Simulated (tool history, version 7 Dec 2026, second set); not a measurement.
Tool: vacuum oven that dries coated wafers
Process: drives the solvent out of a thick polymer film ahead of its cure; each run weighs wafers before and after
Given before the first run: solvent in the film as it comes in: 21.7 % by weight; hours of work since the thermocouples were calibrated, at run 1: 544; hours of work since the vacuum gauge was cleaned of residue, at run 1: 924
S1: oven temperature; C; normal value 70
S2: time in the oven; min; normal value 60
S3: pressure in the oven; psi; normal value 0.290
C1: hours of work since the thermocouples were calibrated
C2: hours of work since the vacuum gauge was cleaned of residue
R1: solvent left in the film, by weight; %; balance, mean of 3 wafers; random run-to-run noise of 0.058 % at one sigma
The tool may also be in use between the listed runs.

{"run": 1, "hour": 0.0, "S1": 70, "S2": 60, "S3": 0.29, "C1": 544, "C2": 924, "R1": 2.77}
{"run": 2, "hour": 38.8, "S1": 70, "S2": 60, "S3": 0.29, "C1": 572, "C2": 952, "R1": 2.6}
{"run": 3, "hour": 70.7, "S1": 70, "S2": 60, "S3": 0.29, "C1": 595, "C2": 975, "R1": 2.65}
{"run": 4, "hour": 109.7, "S1": 70, "S2": 60, "S3": 0.154, "C1": 623, "C2": 1003, "R1": 2.14}
{"run": 5, "hour": 133.9, "S1": 70, "S2": 60, "S3": 0.154, "C1": 641, "C2": 1021, "R1": 2.23}
{"run": 6, "hour": 153.6, "S1": 70, "S2": 60, "S3": 0.287, "C1": 655, "C2": 1035, "R1": 2.57}
{"run": 7, "hour": 185.8, "S1": 70, "S2": 60, "S3": 0.287, "C1": 678, "C2": 1058, "R1": 2.75}
{"run": 8, "hour": 204.3, "S1": 70, "S2": 60, "S3": 0.287, "C1": 692, "C2": 1072, "R1": 2.6}
{"run": 9, "hour": 225.2, "S1": 70, "S2": 60, "S3": 0.287, "C1": 707, "C2": 1087, "R1": 2.66}
{"hour": 259.1, "done": "vacuum gauge cleaned of residue and calibrated"}
{"run": 10, "hour": 266.6, "S1": 70, "S2": 60, "S3": 0.287, "C1": 736, "C2": 5, "R1": 2.35}
{"run": 11, "hour": 297.5, "S1": 70, "S2": 60, "S3": 0.287, "C1": 758, "C2": 28, "R1": 2.38}
{"run": 12, "hour": 336.3, "S1": 70, "S2": 60, "S3": 0.287, "C1": 786, "C2": 56, "R1": 2.31}
{"run": 13, "hour": 358.4, "S1": 81, "S2": 60, "S3": 0.287, "C1": 802, "C2": 72, "R1": 0.72}
{"run": 14, "hour": 385.4, "S1": 82, "S2": 60, "S3": 0.287, "C1": 822, "C2": 92, "R1": 0.69}
{"run": 15, "hour": 405.9, "S1": 70, "S2": 60, "S3": 0.37, "C1": 837, "C2": 106, "R1": 2.67}
{"run": 16, "hour": 446.4, "S1": 63, "S2": 60, "S3": 0.29, "C1": 866, "C2": 136, "R1": 4.78}
{"run": 17, "hour": 467.3, "S1": 63, "S2": 60, "S3": 0.29, "C1": 881, "C2": 151, "R1": 4.86}
{"run": 18, "hour": 488.4, "S1": 72, "S2": 60, "S3": 0.29, "C1": 896, "C2": 166, "R1": 1.88}
{"run": 19, "hour": 525.0, "S1": 72, "S2": 60, "S3": 0.293, "C1": 923, "C2": 193, "R1": 1.8}
{"run": 20, "hour": 558.1, "S1": 72, "S2": 35, "S3": 0.754, "C1": 947, "C2": 217, "R1": 5.31}
{"run": 21, "hour": 576.2, "S1": 70, "S2": 65, "S3": 0.29, "C1": 960, "C2": 230, "R1": 2.14}
{"run": 22, "hour": 604.4, "S1": 70, "S2": 65, "S3": 0.29, "C1": 980, "C2": 250, "R1": 2.12}
{"run": 23, "hour": 635.9, "S1": 84, "S2": 30, "S3": 0.518, "C1": 1003, "C2": 273, "R1": 1.66}
{"run": 24, "hour": 675.1, "S1": 65, "S2": 50, "S3": 0.249, "C1": 1032, "C2": 301, "R1": 4.75}
{"run": 25, "hour": 707.3, "S1": 82, "S2": 45, "S3": 0.16, "C1": 1055, "C2": 325, "R1": 0.66}
{"run": 26, "hour": 744.9, "S1": 74, "S2": 103, "S3": 0.244, "C1": 1082, "C2": 352, "R1": 0.8}
{"run": 27, "hour": 783.0, "S1": 72, "S2": 103, "S3": 0.244, "C1": 1110, "C2": 380, "R1": 0.96}
{"run": 28, "hour": 820.5, "S1": 72, "S2": 103, "S3": 0.244, "C1": 1137, "C2": 407, "R1": 0.98}
{"run": 29, "hour": 838.3, "S1": 62, "S2": 51, "S3": 0.544, "C1": 1150, "C2": 420, "R1": 7.23}
{"run": 30, "hour": 865.3, "S1": 62, "S2": 51, "S3": 0.544, "C1": 1169, "C2": 439, "R1": 7.18}
{"run": 31, "hour": 901.7, "S1": 67, "S2": 50, "S3": 0.231, "C1": 1196, "C2": 466, "R1": 3.72}
{"run": 32, "hour": 919.5, "S1": 70, "S2": 74, "S3": 0.29, "C1": 1209, "C2": 479, "R1": 1.68}
{"run": 33, "hour": 942.1, "S1": 70, "S2": 74, "S3": 0.29, "C1": 1225, "C2": 495, "R1": 1.68}
{"run": 34, "hour": 959.5, "S1": 85, "S2": 35, "S3": 0.229, "C1": 1238, "C2": 507, "R1": 0.71}
{"run": 35, "hour": 997.0, "S1": 85, "S2": 35, "S3": 0.229, "C1": 1265, "C2": 535, "R1": 0.64}

Difference, measured minus no-hidden-state, one row per run. Run-to-run variation is common to both terms; the gauge's own scatter need not be:
The tool's hidden condition here consists of: true wafer temperature over the reading, C; true pressure over the reading, kPa; drift of the gauge itself on solvent_pct, %.
run=1 R1=-0.13
run=2 R1=-0.14
run=3 R1=-0.16
run=4 R1=-0.15
run=5 R1=-0.16
run=6 R1=-0.18
run=7 R1=-0.19
run=8 R1=-0.20
run=9 R1=-0.21
run=10 R1=-0.43
run=11 R1=-0.45
run=12 R1=-0.46
run=13 R1=-0.09
run=14 R1=-0.07
run=15 R1=-0.50
run=16 R1=-0.76
run=17 R1=-0.77
run=18 R1=-0.40
run=19 R1=-0.40
run=20 R1=-0.80
run=21 R1=-0.48
run=22 R1=-0.48
run=23 R1=-0.35
run=24 R1=-0.89
run=25 R1=-0.15
run=26 R1=-0.06
run=27 R1=-0.10
run=28 R1=-0.11
run=29 R1=-1.09
run=30 R1=-1.11
run=31 R1=-0.92
run=32 R1=-0.43
run=33 R1=-0.43
run=34 R1=-0.20
run=35 R1=-0.19

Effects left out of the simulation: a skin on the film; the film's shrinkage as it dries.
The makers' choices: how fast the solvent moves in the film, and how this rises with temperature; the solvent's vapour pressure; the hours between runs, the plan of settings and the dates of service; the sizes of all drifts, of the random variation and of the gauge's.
